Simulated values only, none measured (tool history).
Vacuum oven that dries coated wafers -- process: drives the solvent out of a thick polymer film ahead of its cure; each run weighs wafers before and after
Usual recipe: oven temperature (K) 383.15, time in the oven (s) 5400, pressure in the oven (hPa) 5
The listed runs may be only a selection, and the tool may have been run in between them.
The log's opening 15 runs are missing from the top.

run   hour  oven temperature (K)  time in the oven (s)  pressure in the oven (hPa)  hours of work since the thermocouples were calibrated  hours of work since the vacuum gauge was cleaned of residue  solvent left in the film (%)
 16  137.7                383.15                  5400                       12.36                                                    787                                                          105                          2.41
 17  145.1                383.15                  5400                       12.36                                                    791                                                          109                          2.45
 18  153.2                383.15                  5400                       12.36                                                    796                                                          114                          2.45
 19  162.4                383.15                  5400                        6.73                                                    800                                                          118                          1.88
     164.6  -- vacuum gauge cleaned of residue and calibrated
 20  174.8                394.15                  5400                        5.24                                                    806                                                            5                          0.44
 21  183.2                394.15                  5400                        5.24                                                    810                                                           10                          0.43
 22  191.4                379.15                  5400                        9.69                                                    815                                                           14                          3.34
 23  201.1                373.15                  5400                       16.41                                                    820                                                           19                          6.42

For run 24, what comes out?
 24  213.2                377.15                  5220                        4.46                                                    826                                                           25                             ?

Run 24 yielded solvent left in the film (%) 3.63.
With no hidden state in the tool, this same run would have given solvent left in the film (%) 4.31.
